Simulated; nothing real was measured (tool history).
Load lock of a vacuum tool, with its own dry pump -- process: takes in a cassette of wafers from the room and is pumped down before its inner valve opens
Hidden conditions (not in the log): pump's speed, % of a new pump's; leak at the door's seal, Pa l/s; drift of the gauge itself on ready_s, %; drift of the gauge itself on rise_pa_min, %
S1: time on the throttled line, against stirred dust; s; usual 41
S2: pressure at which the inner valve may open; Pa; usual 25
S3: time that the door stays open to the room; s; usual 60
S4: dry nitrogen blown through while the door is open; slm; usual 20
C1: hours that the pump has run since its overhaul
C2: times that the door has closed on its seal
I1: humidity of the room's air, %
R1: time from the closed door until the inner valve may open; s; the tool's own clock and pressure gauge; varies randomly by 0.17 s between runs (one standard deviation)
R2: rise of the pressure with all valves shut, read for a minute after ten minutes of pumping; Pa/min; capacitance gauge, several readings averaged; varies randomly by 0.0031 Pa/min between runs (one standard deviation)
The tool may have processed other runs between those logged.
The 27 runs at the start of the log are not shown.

run 28 hour=2763.8 | S1=41 S2=25 S3=27 S4=28 | C1=7202 C2=18259 | I1=43.3 | R1=50.7 R2=0.041
run 29 hour=2893.8 | S1=37 S2=25 S3=27 S4=19 | C1=7332 C2=18760 | I1=45.4 | R1=47 R2=0.048
run 30 hour=3005.8 | S1=45 S2=25 S3=27 S4=19 | C1=7444 C2=19192 | I1=45 | R1=54.6 R2=0.049
run 31 hour=3139.2 | S1=45 S2=25 S3=27 S4=19 | C1=7577 C2=19707 | I1=44.3 | R1=54.4 R2=0.046
run 32 hour=3252.5 | S1=45 S2=25 S3=27 S4=19 | C1=7691 C2=20144 | I1=49 | R1=54.4 R2=0.056
run 33 hour=3319.5 | S1=36 S2=25 S3=61 S4=19 | C1=7758 C2=20403 | I1=49.8 | R1=46 R2=0.078
run 34 hour=3457.9 | S1=41 S2=43 S3=60 S4=20 | C1=7896 C2=20937 | I1=44.4 | R1=49.9 R2=0.068
run 35 hour=3578.9 | S1=58 S2=21 S3=180 S4=37 | C1=8017 C2=21404 | I1=46.4 | R1=66.7 R2=0.089
run 36 hour=3704.3 | S1=41 S2=43 S3=60 S4=16 | C1=8142 C2=21888 | I1=42.4 | R1=50.2 R2=0.077
run 37 hour=3792 | S1=46 S2=37 S3=35 S4=5 | C1=8230 C2=22226 | I1=46.7 | R1=54.5 R2=0.087

Alternative continuations, all from the tool just after run 37; predict every row:
run A hour=3933.7 | S1=41 S2=25 S3=73 S4=20 | C1=8372 C2=22773 | I1=45 | R1=? R2=?
run B hour=3933.7 | S1=23 S2=37 S3=35 S4=24 | C1=8372 C2=22773 | I1=42.8 | R1=? R2=?
run C hour=3933.7 | S1=41 S2=21 S3=74 S4=20 | C1=8372 C2=22773 | I1=47.7 | R1=? R2=?
run D hour=3933.7 | S1=41 S2=25 S3=39 S4=22 | C1=8372 C2=22773 | I1=50.3 | R1=? R2=?

run=A R1=51 R2=0.077
run=B R1=33.6 R2=0.049
run=C R1=51.1 R2=0.086
run=D R1=51 R2=0.06
With no hidden state in the tool, these same runs would have given:
run=A R1=51 R2=0.077
run=B R1=33.6 R2=0.049
run=C R1=51.1 R2=0.086
run=D R1=51 R2=0.059

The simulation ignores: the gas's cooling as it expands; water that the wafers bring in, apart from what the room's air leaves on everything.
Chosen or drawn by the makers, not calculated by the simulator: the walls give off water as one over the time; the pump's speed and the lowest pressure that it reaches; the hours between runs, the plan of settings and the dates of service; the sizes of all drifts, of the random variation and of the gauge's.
